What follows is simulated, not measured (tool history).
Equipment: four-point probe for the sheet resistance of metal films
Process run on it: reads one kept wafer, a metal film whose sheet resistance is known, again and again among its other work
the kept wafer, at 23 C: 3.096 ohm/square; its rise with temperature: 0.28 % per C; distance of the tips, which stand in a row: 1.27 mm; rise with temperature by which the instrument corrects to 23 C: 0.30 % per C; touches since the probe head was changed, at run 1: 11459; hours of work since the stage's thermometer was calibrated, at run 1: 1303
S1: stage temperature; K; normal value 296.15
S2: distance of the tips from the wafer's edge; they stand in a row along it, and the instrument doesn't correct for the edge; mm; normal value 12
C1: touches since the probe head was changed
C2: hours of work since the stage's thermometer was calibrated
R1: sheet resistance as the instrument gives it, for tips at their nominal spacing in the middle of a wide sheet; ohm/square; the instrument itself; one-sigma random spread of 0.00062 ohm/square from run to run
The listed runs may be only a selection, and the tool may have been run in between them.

{"run": 1, "day": 0.0, "S1": 296.15, "S2": 12, "C1": 11459, "C2": 1303, "R1": 3.127639}
{"run": 2, "day": 0.738, "S1": 296.15, "S2": 12, "C1": 11845, "C2": 1313, "R1": 3.127084}
{"run": 3, "day": 1.179, "S1": 305.15, "S2": 12, "C1": 12078, "C2": 1320, "R1": 3.122408}
{"run": 4, "day": 1.717, "S1": 305.15, "S2": 12, "C1": 12360, "C2": 1328, "R1": 3.121717}
{"run": 5, "day": 2.483, "S1": 305.15, "S2": 12, "C1": 12763, "C2": 1339, "R1": 3.121541}
{"run": 6, "day": 3.279, "S1": 305.15, "S2": 12, "C1": 13179, "C2": 1351, "R1": 3.121242}
{"run": 7, "day": 3.717, "S1": 305.15, "S2": 12, "C1": 13409, "C2": 1357, "R1": 3.122085}
{"run": 8, "day": 4.058, "S1": 296.15, "S2": 24, "C1": 13589, "C2": 1362, "R1": 3.112941}
{"run": 9, "day": 4.796, "S1": 296.15, "S2": 24, "C1": 13975, "C2": 1373, "R1": 3.113603}
{"run": 10, "day": 5.417, "S1": 296.15, "S2": 5, "C1": 14299, "C2": 1382, "R1": 3.213823}
{"run": 11, "day": 6.183, "S1": 296.15, "S2": 5, "C1": 14703, "C2": 1394, "R1": 3.212642}
{"run": 12, "day": 6.542, "S1": 296.15, "S2": 5, "C1": 14890, "C2": 1399, "R1": 3.212558}
{"run": 13, "day": 7.325, "S1": 296.15, "S2": 5, "C1": 15300, "C2": 1411, "R1": 3.213753}
{"run": 14, "day": 7.967, "S1": 308.15, "S2": 12, "C1": 15638, "C2": 1420, "R1": 3.119878}
{"run": 15, "day": 8.658, "S1": 308.15, "S2": 12, "C1": 16001, "C2": 1430, "R1": 3.120959}
{"run": 16, "day": 9.204, "S1": 296.15, "S2": 35, "C1": 16287, "C2": 1438, "R1": 3.111559}
{"run": 17, "day": 9.55, "S1": 296.15, "S2": 35, "C1": 16468, "C2": 1443, "R1": 3.112029}
{"run": 18, "day": 10.288, "S1": 296.15, "S2": 35, "C1": 16855, "C2": 1454, "R1": 3.111724}
{"run": 19, "day": 10.729, "S1": 296.15, "S2": 35, "C1": 17086, "C2": 1461, "R1": 3.110377}
{"run": 20, "day": 11.158, "S1": 296.15, "S2": 35, "C1": 17313, "C2": 1467, "R1": 3.11113}
{"run": 21, "day": 11.862, "S1": 296.15, "S2": 12, "C1": 17682, "C2": 1478, "R1": 3.127462}
{"run": 22, "day": 12.262, "S1": 296.15, "S2": 35, "C1": 17891, "C2": 1483, "R1": 3.111211}
{"run": 23, "day": 12.992, "S1": 296.15, "S2": 35, "C1": 18275, "C2": 1494, "R1": 3.112144}
{"run": 24, "day": 13.571, "S1": 291.15, "S2": 12, "C1": 18578, "C2": 1503, "R1": 3.131162}

Predict the results of run 25:
{"run": 25, "day": 14.125, "S1": 300.15, "S2": 9, "C1": 18868, "C2": 1511, "R1": "?"}

{"run 25": {"R1": 3.139207}}
Take away the tool's hidden state, keep the run-to-run variation as it was, and the same run would have given R1 3.125931 ohm/square.
